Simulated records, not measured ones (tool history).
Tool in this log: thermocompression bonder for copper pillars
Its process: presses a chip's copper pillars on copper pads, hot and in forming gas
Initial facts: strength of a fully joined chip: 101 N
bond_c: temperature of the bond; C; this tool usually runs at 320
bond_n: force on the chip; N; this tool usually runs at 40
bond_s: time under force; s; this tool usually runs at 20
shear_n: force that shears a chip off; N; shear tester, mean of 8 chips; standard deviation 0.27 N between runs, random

run	day	bond_c	bond_n	bond_s	shear_n
1	0.000	320	40	20	52.1
2	0.438	320	40	20	52.0
3	1.129	320	40	20	51.7
4	1.721	320	40	20	51.5
5	2.225	320	47	20	55.4
6	2.996	320	40	20	51.4
7	3.658	320	40	20	51.2
8	4.238	320	40	20	51.2
# day 4.421: forming gas filter changed
9	4.712	320	40	20	55.8
10	5.412	320	40	20	55.5
11	5.971	320	40	31	63.8
12	6.800	320	40	20	55.1
13	7.629	320	40	20	54.9
14	8.058	320	40	23	57.2
15	8.854	320	31	20	48.6
16	9.517	336	40	20	60.3
17	10.096	336	40	20	60.8
18	10.850	320	43	20	56.1
19	11.254	320	43	20	56.0
20	11.908	320	43	20	55.7
21	12.288	320	32	33	57.6
22	12.796	320	32	33	57.2
23	13.308	320	28	25	49.0
24	13.917	310	32	15	40.7
# day 14.421: heater calibrated with a thermocouple chip
25	14.592	331	32	15	42.3
26	15.021	331	32	15	42.3
27	15.421	313	31	20	39.5
28	16.050	321	44	11	40.5
29	16.421	301	31	20	35.7
30	16.992	346	37	16	51.4
31	17.775	346	37	16	50.6
32	18.496	346	37	16	51.5
33	18.842	346	37	16	51.3
34	19.612	320	36	20	44.9
35	20.438	292	30	28	36.5
36	20.925	329	37	28	54.3
37	21.575	291	37	13	29.8
38	22.300	291	37	13	29.7
# day 22.512: forming gas filter changed
39	23.029	291	37	13	32.0

What would each run have given without the hidden state, its run-to-run variation left as it was?
Hidden state present: true temperature of the bond over the reading, C; force that reaches the chip, % of what is set; oxide that the forming gas leaves, % of the face; drift of the gauge itself on shear_n, %.
run	shear_n
1	51.6
2	51.6
3	51.4
4	51.3
5	55.4
6	51.5
7	51.3
8	51.5
9	51.6
10	51.4
11	59.8
12	51.3
13	51.3
14	53.6
15	45.3
16	57.3
17	57.8
18	53.0
19	53.0
20	52.8
21	54.8
22	54.5
23	46.3
24	38.1
25	45.2
26	45.2
27	42.4
28	43.5
29	38.4
30	55.1
31	54.5
32	55.5
33	55.4
34	48.7
35	39.7
36	59.0
37	32.5
38	32.5
39	32.4
